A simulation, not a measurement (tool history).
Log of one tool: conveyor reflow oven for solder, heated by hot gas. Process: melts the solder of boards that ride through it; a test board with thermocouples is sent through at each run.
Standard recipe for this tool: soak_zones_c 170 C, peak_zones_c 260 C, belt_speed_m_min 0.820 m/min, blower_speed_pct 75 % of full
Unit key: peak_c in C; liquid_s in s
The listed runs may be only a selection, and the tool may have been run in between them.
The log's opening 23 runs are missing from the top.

run,hour,soak_zones_c,peak_zones_c,belt_speed_m_min,blower_speed_pct,peak_c,liquid_s
24,505.7,170,251,0.820,56,231.6,25.25
# hour 535.0: flux residue cleaned out of gas plates and filters
25,535.0,183,252,0.806,75,240.8,40.56
26,562.5,183,252,0.806,75,241.1,40.56
27,581.3,163,261,0.809,60,240.3,32.56
28,596.7,170,269,0.820,75,252.7,42.92
29,616.7,170,251,0.820,62,233.8,28.26
# hour 630.1: thermocouples of zones 6 and 7 changed
30,636.4,170,251,0.820,62,233.8,28.21
31,659.5,165,251,0.859,62,231.3,22.73

Forecast each of these 4 alternatives for the next run:
A,685.9,179,260,0.921,53,?,?
B,685.9,165,260,0.820,69,?,?
C,685.9,156,255,0.837,75,?,?
D,685.9,170,250,0.820,75,?,?

run,peak_c,liquid_s
A,235.6,26.74
B,242.5,35.04
C,237.9,29.05
D,236.7,32.21
Stripped of hidden state, with their random variation kept, the same runs would have yielded:
run,peak_c,liquid_s
A,235.6,26.73
B,242.5,35.03
C,237.9,29.04
D,236.7,32.21
